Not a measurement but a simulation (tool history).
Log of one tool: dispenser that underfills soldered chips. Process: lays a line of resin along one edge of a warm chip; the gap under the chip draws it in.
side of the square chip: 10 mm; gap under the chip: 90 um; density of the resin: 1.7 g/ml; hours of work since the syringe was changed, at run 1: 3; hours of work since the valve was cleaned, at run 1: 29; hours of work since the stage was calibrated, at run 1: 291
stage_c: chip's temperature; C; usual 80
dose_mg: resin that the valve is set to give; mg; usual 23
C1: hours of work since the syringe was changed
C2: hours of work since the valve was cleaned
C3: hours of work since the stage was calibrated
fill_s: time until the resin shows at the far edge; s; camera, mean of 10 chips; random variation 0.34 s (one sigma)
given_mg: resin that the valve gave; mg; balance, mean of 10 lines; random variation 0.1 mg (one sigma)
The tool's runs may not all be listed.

Run 1, hour 0: usual settings; C1 3; C2 29; C3 291. Result: fill_s 18.6 s, given_mg 22.72 mg.
Run 2, hour 9.4: usual settings; C1 10; C2 36; C3 298. Result: fill_s 28.1 s, given_mg 22.3 mg.
At hour 11.8: new syringe of resin.
Run 3, hour 19.1: usual settings; C1 5; C2 43; C3 305. Result: fill_s 20.7 s, given_mg 22.4 mg.
At hour 28.3: new syringe of resin.
Run 4, hour 28.5: usual settings; C1 0; C2 50; C3 311. Result: fill_s 15.6 s, given_mg 22.26 mg.
Run 5, hour 35.4: usual settings; C1 5; C2 55; C3 317. Result: fill_s 20.1 s, given_mg 22.04 mg.
Run 6, hour 43.7: usual settings; C1 11; C2 61; C3 323. Result: fill_s 29.2 s, given_mg 21.9 mg.
At hour 44.9: new syringe of resin.
Run 7, hour 50.9: usual settings but stage_c 83 C; C1 4; C2 66; C3 328. Result: fill_s 16.4 s, given_mg 21.74 mg.
Run 8, hour 57.5: usual settings but stage_c 83 C; C1 9; C2 71; C3 333. Result: fill_s 21.4 s, given_mg 21.84 mg.
At hour 60.8: new syringe of resin.
Run 9, hour 64: usual settings but stage_c 88 C; C1 2; C2 76; C3 337. Result: fill_s 12 s, given_mg 21.72 mg.
Run 10, hour 69.7: usual settings; C1 7; C2 80; C3 342. Result: fill_s 21.3 s, given_mg 21.77 mg.
At hour 76.8: new syringe of resin.
Run 11, hour 77.4: usual settings; C1 0; C2 86; C3 347. Result: fill_s 16.1 s, given_mg 21.75 mg.
Run 12, hour 82.9: usual settings; C1 4; C2 90; C3 351. Result: fill_s 19.4 s, given_mg 21.53 mg.
Run 13, hour 89.4: usual settings but dose_mg 21.7 mg; C1 9; C2 95; C3 356. Result: fill_s 26.7 s, given_mg 20.17 mg.
At hour 92.8: new syringe of resin.
Run 14, hour 96.2: usual settings but dose_mg 21.7 mg; C1 3; C2 99; C3 361. Result: fill_s 17.6 s, given_mg 19.94 mg.
Run 15, hour 102.7: usual settings but dose_mg 21.7 mg; C1 7; C2 104; C3 366. Result: fill_s 24.3 s, given_mg 19.98 mg.
Run 16, hour 106.9: usual settings but dose_mg 21.7 mg; C1 11; C2 107; C3 369. Result: fill_s 27.9 s, given_mg 20.07 mg.
At hour 108.6: new syringe of resin.
Run 17, hour 112.3: usual settings but dose_mg 21.7 mg; C1 3; C2 111; C3 373. Result: fill_s 17.3 s, given_mg 19.94 mg.
Run 18, hour 119.3: usual settings; C1 8; C2 116; C3 378. Result: fill_s 23.2 s, given_mg 21.15 mg.
At hour 124.5: new syringe of resin.
Run 19, hour 126.6: usual settings but stage_c 94 C; C1 2; C2 121; C3 383. Result: fill_s 9.4 s, given_mg 20.85 mg.
Run 20, hour 133.1: usual settings but stage_c 83 C, dose_mg 29.4 mg; C1 6; C2 126; C3 388. Result: fill_s 18.1 s, given_mg 26.83 mg.
At hour 140.5: new syringe of resin.
Run 21, hour 140.5: usual settings but stage_c 81 C; C1 0; C2 132; C3 393. Result: fill_s 14.5 s, given_mg 20.85 mg.
At hour 143.6: dispensing valve cleaned and set on the balance.
Run 22, hour 146.4: usual settings but stage_c 76 C, dose_mg 28.9 mg; C1 4; C2 2; C3 397. Result: fill_s 21.8 s, given_mg 28.98 mg.
Run 23, hour 152.4: usual settings but stage_c 72 C, dose_mg 28.9 mg; C1 8; C2 7; C3 401. Result: fill_s 33 s, given_mg 28.64 mg.
Run 24, hour 156.3: usual settings but stage_c 73 C, dose_mg 29.7 mg; C1 11; C2 9; C3 404. Result: fill_s 37.5 s, given_mg 29.6 mg.
At hour 157.3: new syringe of resin.
Run 25, hour 162.6: usual settings but dose_mg 21.4 mg; C1 4; C2 14; C3 409. Result: fill_s 17.9 s, given_mg 21.33 mg.
Run 26, hour 171.1: usual settings but dose_mg 21.4 mg; C1 10; C2 20; C3 415. Result: fill_s 26.6 s, given_mg 21.11 mg.
At hour 173.5: new syringe of resin.
Run 27, hour 180.7: usual settings but stage_c 88 C, dose_mg 27.2 mg; C1 5; C2 27; C3 422. Result: fill_s 14.1 s, given_mg 26.78 mg.
Run 28, hour 188: usual settings but stage_c 88 C, dose_mg 27.2 mg; C1 11; C2 33; C3 427. Result: fill_s 18.5 s, given_mg 26.76 mg.
At hour 189.4: new syringe of resin.
Run 29, hour 192.2: usual settings but stage_c 78 C, dose_mg 25.1 mg; C1 2; C2 35; C3 430. Result: fill_s 17.4 s, given_mg 24.54 mg.
Run 30, hour 200.6: usual settings but stage_c 78 C, dose_mg 25.1 mg; C1 8; C2 42; C3 436. Result: fill_s 25.6 s, given_mg 24.17 mg.
At hour 205.2: new syringe of resin.
Run 31, hour 210.4: usual settings but stage_c 88 C, dose_mg 25.4 mg; C1 4; C2 49; C3 443. Result: fill_s 12.6 s, given_mg 24.69 mg.
Run 32, hour 217.9: usual settings but stage_c 85 C, dose_mg 21.5 mg; C1 9; C2 54; C3 449. Result: fill_s 20.1 s, given_mg 20.55 mg.
At hour 221.2: new syringe of resin.
Run 33, hour 223.5: usual settings but stage_c 82 C, dose_mg 23.5 mg; C1 2; C2 58; C3 453. Result: fill_s 15 s, given_mg 22.54 mg.
Run 34, hour 227.8: usual settings but stage_c 65 C, dose_mg 24.9 mg; C1 5; C2 61; C3 456. Result: fill_s 37.8 s, given_mg 23.94 mg.
Run 35, hour 236.5: usual settings but stage_c 69 C, dose_mg 27.1 mg; C1 11; C2 68; C3 463. Result: fill_s 44.6 s, given_mg 25.98 mg.
At hour 237.3: new syringe of resin.
Run 36, hour 241.3: usual settings but stage_c 69 C, dose_mg 25 mg; C1 3; C2 71; C3 466. Result: fill_s 27.8 s, given_mg 23.7 mg.
Run 37, hour 250.2: usual settings but stage_c 69 C, dose_mg 25 mg; C1 10; C2 78; C3 473. Result: fill_s 40.6 s, given_mg 23.53 mg.

The same runs without the tool's hidden state, with the same run-to-run variation:
The hidden state here: resin's viscosity, % of fresh resin's; dose that the valve gives, % of what is set; true chip temperature over the reading, C; drift of the gauge itself on fill_s, %; drift of the gauge itself on given_mg, %.
run  fill_s  given_mg
  1    16.4     23.19
  2    16.8     22.88
  3    16.1     23.11
  4    16.7      23.1
  5    16.1     22.95
  6    16.4      22.9
  7    13.7     22.83
  8    13.5     23.02
  9    11.2     22.98
 10    15.5     23.11
 11    16.6     23.16
 12    15.8     23.01
 13    16.4     21.64
 14    16.2     21.48
 15    17.1     21.61
 16      16     21.76
 17    16.3     21.68
 18    16.2      23.1
 19     9.2     22.86
 20    13.6     29.53
 21    15.5     23.04
 22    19.4     28.92
 23    22.7     28.68
 24    21.9     29.69
 25    15.6     21.46
 26    16.1     21.35
 27    11.6     27.22
 28    10.9     27.32
 29    17.1     25.11
 30    17.6     24.85
 31    11.3     25.51
 32    12.9     21.33
 33    15.2     23.48
 34    32.5     24.98
 35    26.2     27.25
 36    26.6     24.93
 37    26.6     24.88
